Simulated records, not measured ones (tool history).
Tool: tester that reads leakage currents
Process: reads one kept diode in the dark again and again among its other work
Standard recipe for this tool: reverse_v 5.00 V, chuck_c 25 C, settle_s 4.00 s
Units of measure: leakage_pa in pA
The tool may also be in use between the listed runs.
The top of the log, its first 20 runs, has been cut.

{"run": 21, "hour": 684.0, "reverse_v": 5.0, "chuck_c": 26, "settle_s": 6.83, "leakage_pa": 171.62}
{"run": 22, "hour": 725.1, "reverse_v": 5.0, "chuck_c": 26, "settle_s": 6.83, "leakage_pa": 172.89}
{"run": 23, "hour": 755.4, "reverse_v": 5.0, "chuck_c": 26, "settle_s": 6.83, "leakage_pa": 172.28}
{"run": 24, "hour": 800.4, "reverse_v": 16.37, "chuck_c": 25, "settle_s": 4.0, "leakage_pa": 235.12}
{"run": 25, "hour": 840.3, "reverse_v": 19.94, "chuck_c": 55, "settle_s": 4.0, "leakage_pa": 1935.77}
{"run": 26, "hour": 867.9, "reverse_v": 5.0, "chuck_c": 25, "settle_s": 0.88, "leakage_pa": 162.13}
{"run": 27, "hour": 889.8, "reverse_v": 5.0, "chuck_c": 25, "settle_s": 0.88, "leakage_pa": 161.67}
{"run": 28, "hour": 942.5, "reverse_v": 5.0, "chuck_c": 25, "settle_s": 0.88, "leakage_pa": 162.21}
{"run": 29, "hour": 991.6, "reverse_v": 1.93, "chuck_c": 25, "settle_s": 8.69, "leakage_pa": 120.02}
{"run": 30, "hour": 1033.5, "reverse_v": 5.0, "chuck_c": 25, "settle_s": 1.22, "leakage_pa": 162.38}
{"run": 31, "hour": 1071.5, "reverse_v": 5.0, "chuck_c": 29, "settle_s": 6.39, "leakage_pa": 217.55}
{"run": 32, "hour": 1116.5, "reverse_v": 5.0, "chuck_c": 29, "settle_s": 6.39, "leakage_pa": 219.14}
{"run": 33, "hour": 1152.2, "reverse_v": 1.76, "chuck_c": 25, "settle_s": 0.76, "leakage_pa": 117.84}
{"run": 34, "hour": 1200.1, "reverse_v": 7.2, "chuck_c": 25, "settle_s": 1.97, "leakage_pa": 183.98}
{"run": 35, "hour": 1224.7, "reverse_v": 1.71, "chuck_c": 30, "settle_s": 4.0, "leakage_pa": 169.13}
{"run": 36, "hour": 1268.2, "reverse_v": 1.71, "chuck_c": 30, "settle_s": 4.0, "leakage_pa": 168.9}
{"run": 37, "hour": 1299.4, "reverse_v": 1.71, "chuck_c": 30, "settle_s": 4.0, "leakage_pa": 169.49}
{"run": 38, "hour": 1337.8, "reverse_v": 1.96, "chuck_c": 27, "settle_s": 4.85, "leakage_pa": 142.2}
{"run": 39, "hour": 1378.2, "reverse_v": 13.38, "chuck_c": 35, "settle_s": 0.82, "leakage_pa": 465.53}
{"run": 40, "hour": 1408.5, "reverse_v": 13.38, "chuck_c": 35, "settle_s": 0.82, "leakage_pa": 467.89}

What if the next run were any one of these 3? Each begins from the tool's condition after run 40:
{"run": "A", "hour": 1457.0, "reverse_v": 2.57, "chuck_c": 21, "settle_s": 4.0, "leakage_pa": "?"}
{"run": "B", "hour": 1457.0, "reverse_v": 5.6, "chuck_c": 25, "settle_s": 4.0, "leakage_pa": "?"}
{"run": "C", "hour": 1457.0, "reverse_v": 5.0, "chuck_c": 25, "settle_s": 0.54, "leakage_pa": "?"}

run=A leakage_pa=98.81
run=B leakage_pa=171.53
run=C leakage_pa=167.43
With no hidden state in the tool, these same runs would have given:
run=A leakage_pa=93.38
run=B leakage_pa=161.91
run=C leakage_pa=158.25
